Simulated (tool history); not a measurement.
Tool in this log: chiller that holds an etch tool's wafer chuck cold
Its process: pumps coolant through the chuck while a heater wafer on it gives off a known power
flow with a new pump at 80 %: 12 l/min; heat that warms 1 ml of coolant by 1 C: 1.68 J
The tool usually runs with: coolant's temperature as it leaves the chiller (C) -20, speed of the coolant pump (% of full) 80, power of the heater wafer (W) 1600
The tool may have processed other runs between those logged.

run,hour,coolant's temperature as it leaves the chiller (C),speed of the coolant pump (% of full),power of the heater wafer (W),chuck's temperature once it has settled (C),how much warmer the coolant comes back (C)
1,0.0,-20,80,1600,-9.4,4.77
2,75.9,-22,80,1600,-11.4,4.75
3,148.9,-20,80,1600,-9.3,4.76
4,208.7,-20,80,1600,-9.3,4.78
5,282.3,-20,80,1600,-9.4,4.77
6,330.9,-20,80,1600,-9.4,4.77
7,381.5,-20,80,1600,-9.4,4.80
8,419.7,-29,80,1600,-18.4,4.78
9,464.5,-24,80,1600,-13.3,4.75
10,535.7,-24,80,1600,-13.3,4.78
11,590.9,-20,80,1600,-9.3,4.81
12,640.2,-11,69,923,-4.2,3.18
13,727.6,-15,75,923,-8.7,2.93
14,786.8,-19,80,1600,-8.4,4.75
15,836.9,-11,80,1600,-0.5,4.78
16,878.9,-27,81,1192,-19.1,3.51
17,945.3,-24,67,1156,-15.4,4.07
18,1010.1,-24,66,1156,-15.2,4.18
19,1077.3,-18,68,1883,-4.1,6.57
20,1118.9,-26,69,1600,-14.3,5.49

Run 21 is up next; what results do you expect?
21,1208.3,-26,69,1600,?,?

chuck's temperature once it has settled (C): -14.3
how much warmer the coolant comes back (C): 5.52
Without the tool's hidden state the same run would have given chuck's temperature once it has settled (C) -14.3, how much warmer the coolant comes back (C) 5.51.
